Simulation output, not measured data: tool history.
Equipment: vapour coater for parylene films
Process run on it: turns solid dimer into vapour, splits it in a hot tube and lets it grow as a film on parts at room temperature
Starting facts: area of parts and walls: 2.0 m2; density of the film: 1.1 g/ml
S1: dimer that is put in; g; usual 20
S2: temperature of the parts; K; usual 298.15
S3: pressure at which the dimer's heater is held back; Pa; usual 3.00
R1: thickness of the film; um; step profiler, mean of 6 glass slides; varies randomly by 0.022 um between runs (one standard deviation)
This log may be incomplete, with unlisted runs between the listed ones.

run	hour	S1	S2	S3	R1
1	0.0	20	298.15	3.00	4.78
2	65.6	20	298.15	3.00	4.80
3	112.6	20	298.15	3.00	4.78
4	167.0	20	298.15	3.00	4.88
5	194.3	20	291.15	3.00	6.76
6	237.1	11	296.15	6.10	2.52
7	283.6	11	296.15	6.10	2.53
# hour 317.9: trap's valve overhauled
8	326.4	11	296.15	6.10	2.53
9	375.7	34	299.15	3.20	7.73
10	412.6	13	298.15	5.98	2.74

5 options for the next run, each taken on its own from the tool as it stands now. Forecast them:
A	439.3	13	292.15	2.74	?
B	439.3	13	298.15	2.57	?
C	439.3	23	291.15	10.71	?
D	439.3	20	298.15	11.75	?
E	439.3	15	292.15	5.98	?

run	R1
A	4.28
B	3.22
C	6.07
D	3.63
E	4.23
With no hidden state in the tool, these same runs would have given:
run	R1
A	4.24
B	3.19
C	6.02
D	3.60
E	4.19
